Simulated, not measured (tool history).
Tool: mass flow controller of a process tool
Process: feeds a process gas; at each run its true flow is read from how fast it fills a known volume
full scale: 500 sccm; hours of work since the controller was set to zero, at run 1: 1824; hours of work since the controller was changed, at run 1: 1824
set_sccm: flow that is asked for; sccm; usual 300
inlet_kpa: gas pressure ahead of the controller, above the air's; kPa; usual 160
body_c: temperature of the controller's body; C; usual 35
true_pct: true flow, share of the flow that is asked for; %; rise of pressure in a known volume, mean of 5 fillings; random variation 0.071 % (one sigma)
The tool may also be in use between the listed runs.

run	hour	set_sccm	inlet_kpa	body_c	hours of work since the controller was set to zero	hours of work since the controller was changed	true_pct
1	0	300	160	35	1824	1824	100.2
2	78.1	300	160	35	1871	1871	100.13
3	151.7	300	160	35	1915	1915	100.11
4	238.3	300	160	35	1967	1967	100.05
5	327.2	300	160	35	2021	2021	100.28
6	427.8	300	180	35	2081	2081	100.13
7	506.5	300	160	35	2128	2128	100.04
8	585.6	300	160	35	2176	2176	100.11
9	685.4	300	160	35	2236	2236	100.15
10	769.3	300	160	35	2286	2286	100.2
11	825.5	300	160	35	2320	2320	99.91
12	931.6	71	160	35	2383	2383	101.48
13	1013.5	71	160	35	2433	2433	101.52
14	1111.8	71	160	35	2492	2492	101.63
15	1188.5	71	160	35	2538	2538	101.64
# hour 1194.6: controller's zero set anew
16	1242.7	120	160	32	29	2570	101.53
17	1318.2	63	160	32	74	2615	103.51
18	1422.3	63	160	32	137	2678	103.58
19	1466.5	62	267	32	163	2704	103.31
20	1529.6	300	184	28	201	2742	100.03
21	1579.6	300	268	28	231	2772	99.63
22	1652.2	57	239	25	275	2815	103.61
# hour 1660.7: controller's zero set anew, once more
23	1760.6	57	254	39	60	2880	99.06
24	1837.5	57	254	39	106	2926	99.01
25	1941.5	113	214	26	168	2989	98.64
26	2043.3	113	214	26	230	3050	98.76
27	2129.8	113	206	25	281	3102	98.72
28	2203.6	300	146	23	326	3146	99.06
29	2262.2	67	153	40	361	3181	99.63

Forecast each of these 5 alternatives for the next run:
A	2340.9	300	160	37	408	3228	?
B	2340.9	259	195	39	408	3228	?
C	2340.9	198	153	26	408	3228	?
D	2340.9	67	206	27	408	3228	?
E	2340.9	178	192	21	408	3228	?

run	true_pct
A	99.46
B	99.22
C	99.11
D	99.05
E	98.68
Without the tool's hidden state the same runs would have given:
run	true_pct
A	100.51
B	100.26
C	100.12
D	99.8
E	99.67
